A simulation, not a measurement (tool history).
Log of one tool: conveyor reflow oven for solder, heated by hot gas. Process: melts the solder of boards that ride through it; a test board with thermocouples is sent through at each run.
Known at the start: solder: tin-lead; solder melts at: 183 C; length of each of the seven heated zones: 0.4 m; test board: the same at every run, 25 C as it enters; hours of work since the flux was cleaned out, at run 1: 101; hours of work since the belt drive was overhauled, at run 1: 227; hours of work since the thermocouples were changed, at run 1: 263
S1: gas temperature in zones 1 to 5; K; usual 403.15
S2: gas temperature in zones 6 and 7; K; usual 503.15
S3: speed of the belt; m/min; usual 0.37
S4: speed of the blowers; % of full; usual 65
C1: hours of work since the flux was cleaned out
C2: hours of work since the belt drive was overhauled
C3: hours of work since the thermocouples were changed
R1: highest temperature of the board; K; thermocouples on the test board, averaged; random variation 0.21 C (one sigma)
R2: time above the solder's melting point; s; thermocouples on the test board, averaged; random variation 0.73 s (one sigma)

run,day,S1,S2,S3,S4,C1,C2,C3,R1,R2
1,0,403.15,503.15,0.37,65,101,227,263,486.65,86.5
2,1.05,403.15,503.15,0.37,65,115,241,277,486.25,88
3,2.4,403.15,503.15,0.37,65,132,258,294,486.35,87.5
4,4.171,403.15,503.15,0.37,65,154,281,316,486.05,86.8
5,5.846,403.15,503.15,0.365,65,176,302,338,485.95,89.5
# day 6.933: flux residue cleaned out of gas plates and filters
6,7.85,403.15,503.15,0.365,65,12,325,360,485.95,86.7
7,8.833,403.15,503.15,0.37,65,24,337,373,485.15,85.5
8,10.8,403.15,503.15,0.37,71,49,362,398,486.35,86.7
9,12.754,403.15,503.15,0.37,65,74,387,423,484.75,85.4
10,14.608,413.15,508.15,0.334,56,98,411,446,492.25,113.5
11,16.504,408.15,514.15,0.37,88,122,435,470,499.75,108.6
# day 18.021: flux residue cleaned out of gas plates and filters, once more
12,18.304,403.15,513.15,0.419,65,4,455,491,491.75,82.3
13,19.354,403.15,513.15,0.419,65,17,468,504,491.65,83
14,20.538,400.15,491.15,0.371,64,32,483,519,475.85,69.5
15,21.892,400.15,491.15,0.328,65,49,501,536,479.75,90
16,23.892,403.15,503.15,0.37,59,75,526,562,485.45,87.1
17,25.688,403.15,504.15,0.37,57,98,549,585,485.65,85.8
18,26.817,403.15,504.15,0.37,57,112,563,599,485.75,85.8

Forecast each of these 5 alternatives for the next run:
A,28.075,417.15,497.15,0.37,65,128,579,615,?,?
B,28.075,393.15,504.15,0.37,57,128,579,615,?,?
C,28.075,408.15,499.15,0.428,57,128,579,615,?,?
D,28.075,403.15,503.15,0.37,87,128,579,615,?,?
E,28.075,406.15,503.15,0.368,60,128,579,615,?,?

run,R1,R2
A,484.45,93
B,483.75,79.4
C,477.15,62.1
D,490.95,96.4
E,486.25,90.6
Without the tool's hidden state the same runs would have given:
run,R1,R2
A,484.05,91.3
B,483.45,78
C,476.85,61
D,490.75,95
E,485.85,88.9

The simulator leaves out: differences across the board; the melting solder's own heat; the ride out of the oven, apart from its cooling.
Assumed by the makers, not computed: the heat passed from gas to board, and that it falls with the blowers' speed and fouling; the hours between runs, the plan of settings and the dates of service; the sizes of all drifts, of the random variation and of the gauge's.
